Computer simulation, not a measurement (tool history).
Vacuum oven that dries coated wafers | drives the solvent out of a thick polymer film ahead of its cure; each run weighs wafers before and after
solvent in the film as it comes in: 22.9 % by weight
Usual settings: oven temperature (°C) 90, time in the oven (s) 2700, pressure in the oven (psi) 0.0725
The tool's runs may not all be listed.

Run 1, hour 0: usual settings. Result: solvent left in the film (%) 4.81.
Run 2, hour 45.6: usual settings. Result: solvent left in the film (%) 4.88.
Run 3, hour 112.4: usual settings. Result: solvent left in the film (%) 4.78.
Run 4, hour 175.7: usual settings. Result: solvent left in the film (%) 4.7.
Run 5, hour 214.9: usual settings but pressure in the oven (psi) 0.1951. Result: solvent left in the film (%) 5.68.
Run 6, hour 272.9: usual settings but pressure in the oven (psi) 0.1951. Result: solvent left in the film (%) 5.65.
Run 7, hour 306.2: usual settings. Result: solvent left in the film (%) 4.78.
Run 8, hour 360.2: usual settings. Result: solvent left in the film (%) 4.87.
Run 9, hour 406: usual settings but pressure in the oven (psi) 0.181. Result: solvent left in the film (%) 5.54.
Run 10, hour 439.6: usual settings. Result: solvent left in the film (%) 4.75.
Run 11, hour 493.8: usual settings. Result: solvent left in the film (%) 4.81.
Run 12, hour 530.6: usual settings. Result: solvent left in the film (%) 4.73.
Run 13, hour 572.1: usual settings. Result: solvent left in the film (%) 4.77.
At hour 580.2: oven's thermocouples calibrated.
Run 14, hour 629.6: usual settings. Result: solvent left in the film (%) 4.68.
Run 15, hour 676.4: usual settings but time in the oven (s) 1500. Result: solvent left in the film (%) 8.28.
Run 16, hour 739: usual settings but time in the oven (s) 1500. Result: solvent left in the film (%) 8.48.
Run 17, hour 793.4: usual settings but time in the oven (s) 1500. Result: solvent left in the film (%) 8.47.
Run 18, hour 830.1: usual settings but time in the oven (s) 2400. Result: solvent left in the film (%) 5.28.
Run 19, hour 863.7: usual settings. Result: solvent left in the film (%) 4.65.
Run 20, hour 915.2: usual settings but oven temperature (°C) 105. Result: solvent left in the film (%) 0.96.
Run 21, hour 950.1: usual settings but pressure in the oven (psi) 0.0564. Result: solvent left in the film (%) 4.49.
Run 22, hour 998.8: usual settings but pressure in the oven (psi) 0.0564. Result: solvent left in the film (%) 4.48.
At hour 1010.8: oven's thermocouples calibrated, once more.
Run 23, hour 1036.8: usual settings. Result: solvent left in the film (%) 5.09.
Run 24, hour 1073.2: usual settings but oven temperature (°C) 87. Result: solvent left in the film (%) 6.31.
Run 25, hour 1118.9: usual settings but oven temperature (°C) 87, time in the oven (s) 2640. Result: solvent left in the film (%) 6.42.
Run 26, hour 1151.4: usual settings but oven temperature (°C) 87, time in the oven (s) 2640. Result: solvent left in the film (%) 6.44.
Run 27, hour 1208.7: usual settings but oven temperature (°C) 87, time in the oven (s) 2640. Result: solvent left in the film (%) 6.4.
At hour 1217.8: vacuum gauge cleaned of residue and calibrated.
Run 28, hour 1272.3: usual settings but oven temperature (°C) 102, time in the oven (s) 3120, pressure in the oven (psi) 0.1836. Result: solvent left in the film (%) 1.61.
Run 29, hour 1303.1: usual settings but oven temperature (°C) 99, time in the oven (s) 2460, pressure in the oven (psi) 0.0403. Result: solvent left in the film (%) 2.27.
Run 30, hour 1333.9: usual settings but time in the oven (s) 4800, pressure in the oven (psi) 0.1614. Result: solvent left in the film (%) 2.61.
Run 31, hour 1386.1: usual settings but oven temperature (°C) 79, pressure in the oven (psi) 0.0399. Result: solvent left in the film (%) 9.11.
Run 32, hour 1430.7: usual settings but oven temperature (°C) 94, time in the oven (s) 3780, pressure in the oven (psi) 0.0473. Result: solvent left in the film (%) 1.74.
Run 33, hour 1475.6: usual settings but oven temperature (°C) 94, time in the oven (s) 1800, pressure in the oven (psi) 0.0951. Result: solvent left in the film (%) 5.98.
Run 34, hour 1510.8: usual settings but oven temperature (°C) 80, time in the oven (s) 1800, pressure in the oven (psi) 0.0654. Result: solvent left in the film (%) 11.23.
Run 35, hour 1566.1: usual settings. Result: solvent left in the film (%) 4.9.
Run 36, hour 1632.9: usual settings but oven temperature (°C) 104, time in the oven (s) 1860, pressure in the oven (psi) 0.0596. Result: solvent left in the film (%) 2.24.
Run 37, hour 1702.8: usual settings but time in the oven (s) 2220. Result: solvent left in the film (%) 6.04.
Run 38, hour 1738.4: usual settings but time in the oven (s) 2220. Result: solvent left in the film (%) 6.05.
Run 39, hour 1793.2: usual settings but time in the oven (s) 2160. Result: solvent left in the film (%) 6.18.
Run 40, hour 1844.4: usual settings but time in the oven (s) 4440. Result: solvent left in the film (%) 2.2.
Run 41, hour 1887.9: usual settings but oven temperature (°C) 88, time in the oven (s) 2340. Result: solvent left in the film (%) 6.41.
Run 42, hour 1937: usual settings but oven temperature (°C) 81. Result: solvent left in the film (%) 8.49.
Run 43, hour 1999.6: usual settings but oven temperature (°C) 81. Result: solvent left in the film (%) 8.36.
Run 44, hour 2054.8: usual settings but oven temperature (°C) 81. Result: solvent left in the film (%) 8.39.
Run 45, hour 2085.3: usual settings but oven temperature (°C) 78, time in the oven (s) 2100. Result: solvent left in the film (%) 11.34.
Run 46, hour 2117.3: usual settings but oven temperature (°C) 104, time in the oven (s) 3660, pressure in the oven (psi) 0.0376. Result: solvent left in the film (%) 0.47.
Run 47, hour 2176.2: usual settings but oven temperature (°C) 80, time in the oven (s) 1380, pressure in the oven (psi) 0.2103. Result: solvent left in the film (%) 13.6.

4 ways to go on from here, each from the tool as it stands after run 47. What would each give?
Run A, hour 2206.2: usual settings but oven temperature (°C) 104. Result: solvent left in the film (%) ?.
Run B, hour 2206.2: usual settings but oven temperature (°C) 89, time in the oven (s) 1380, pressure in the oven (psi) 0.2103. Result: solvent left in the film (%) ?.
Run C, hour 2206.2: usual settings but oven temperature (°C) 104, time in the oven (s) 1380, pressure in the oven (psi) 0.2103. Result: solvent left in the film (%) ?.
Run D, hour 2206.2: usual settings but oven temperature (°C) 84, time in the oven (s) 4320. Result: solvent left in the film (%) ?.

run  solvent left in the film (%)
  A                          1.06
  B                         10.12
  C                          4.42
  D                          4.19
Without the tool's hidden state the same runs would have given:
run  solvent left in the film (%)
  A                          1.07
  B                         10.24
  C                          4.52
  D                          4.25
